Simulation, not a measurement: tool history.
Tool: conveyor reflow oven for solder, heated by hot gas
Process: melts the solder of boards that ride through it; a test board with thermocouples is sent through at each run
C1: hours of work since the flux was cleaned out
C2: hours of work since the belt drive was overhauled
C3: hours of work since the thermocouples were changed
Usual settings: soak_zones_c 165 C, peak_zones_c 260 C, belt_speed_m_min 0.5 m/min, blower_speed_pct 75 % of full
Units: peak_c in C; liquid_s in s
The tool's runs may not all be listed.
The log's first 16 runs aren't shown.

Run 17, hour 508.4: usual settings but peak_zones_c 255 C; C1 42; C2 942; C3 491. Result: peak_c 245.3 C, liquid_s 57 s.
Run 18, hour 553.6: usual settings but peak_zones_c 251 C, blower_speed_pct 55 % of full; C1 76; C2 977; C3 526. Result: peak_c 239.3 C, liquid_s 49.1 s.
At hour 562.7: thermocouples of zones 6 and 7 changed.
Run 19, hour 588: usual settings but peak_zones_c 274 C, belt_speed_m_min 0.543 m/min; C1 100; C2 1001; C3 19. Result: peak_c 260.7 C, liquid_s 61.3 s.
Run 20, hour 617.8: usual settings but soak_zones_c 158 C, peak_zones_c 274 C, belt_speed_m_min 0.504 m/min; C1 123; C2 1024; C3 42. Result: peak_c 262.1 C, liquid_s 65.5 s.
Run 21, hour 639.1: usual settings but soak_zones_c 158 C, peak_zones_c 274 C, belt_speed_m_min 0.525 m/min; C1 139; C2 1040; C3 58. Result: peak_c 261 C, liquid_s 62 s.
Run 22, hour 683.6: usual settings but soak_zones_c 152 C, peak_zones_c 257 C, blower_speed_pct 59 % of full; C1 173; C2 1073; C3 91. Result: peak_c 243 C, liquid_s 49.4 s.
At hour 698.7: flux residue cleaned out of gas plates and filters.
Run 23, hour 727.5: usual settings but soak_zones_c 172 C, peak_zones_c 268 C; C1 22; C2 1103; C3 121. Result: peak_c 258.2 C, liquid_s 68.4 s.
Run 24, hour 757.3: usual settings but soak_zones_c 172 C, peak_zones_c 268 C; C1 44; C2 1125; C3 143. Result: peak_c 258.1 C, liquid_s 68.4 s.
Run 25, hour 788.2: usual settings but soak_zones_c 172 C, peak_zones_c 268 C; C1 68; C2 1149; C3 167. Result: peak_c 258.1 C, liquid_s 68.4 s.
Run 26, hour 828.5: usual settings but soak_zones_c 159 C, peak_zones_c 273 C, blower_speed_pct 60 % of full; C1 98; C2 1179; C3 197. Result: peak_c 259.7 C, liquid_s 64.2 s.
Run 27, hour 848.7: usual settings but soak_zones_c 159 C, peak_zones_c 273 C, blower_speed_pct 60 % of full; C1 113; C2 1194; C3 213. Result: peak_c 259.3 C, liquid_s 63.8 s.
Run 28, hour 882.3: usual settings but soak_zones_c 153 C, peak_zones_c 249 C, belt_speed_m_min 0.52 m/min, blower_speed_pct 51 % of full; C1 139; C2 1220; C3 238. Result: peak_c 233.8 C, liquid_s 35.6 s.
Run 29, hour 908.1: usual settings but soak_zones_c 153 C, peak_zones_c 249 C, belt_speed_m_min 0.52 m/min, blower_speed_pct 51 % of full; C1 158; C2 1239; C3 257. Result: peak_c 233.8 C, liquid_s 35.7 s.
At hour 944.2: flux residue cleaned out of gas plates and filters.
Run 30, hour 949.8: usual settings but soak_zones_c 153 C, peak_zones_c 249 C, belt_speed_m_min 0.52 m/min, blower_speed_pct 51 % of full; C1 4; C2 1267; C3 285. Result: peak_c 233.7 C, liquid_s 35.7 s.
Run 31, hour 980: usual settings but soak_zones_c 153 C, peak_zones_c 249 C, belt_speed_m_min 0.52 m/min, blower_speed_pct 51 % of full; C1 27; C2 1290; C3 308. Result: peak_c 234 C, liquid_s 35.7 s.

3 ways to go on from here, each from the tool as it stands after run 31. What would each give?
Run A, hour 1013.8: usual settings but blower_speed_pct 61 % of full; C1 53; C2 1316; C3 334. Result: peak_c ?, liquid_s ?.
Run B, hour 1013.8: usual settings but blower_speed_pct 55 % of full; C1 53; C2 1316; C3 334. Result: peak_c ?, liquid_s ?.
Run C, hour 1013.8: usual settings but belt_speed_m_min 0.468 m/min; C1 53; C2 1316; C3 334. Result: peak_c ?, liquid_s ?.

run  peak_c  liquid_s
  A     248      58.3
  B   247.7      57.3
  C   251.6      66.7
Without the tool's hidden state the same runs would have given:
run  peak_c  liquid_s
  A   248.1      58.3
  B   247.7      57.3
  C   251.7      66.7
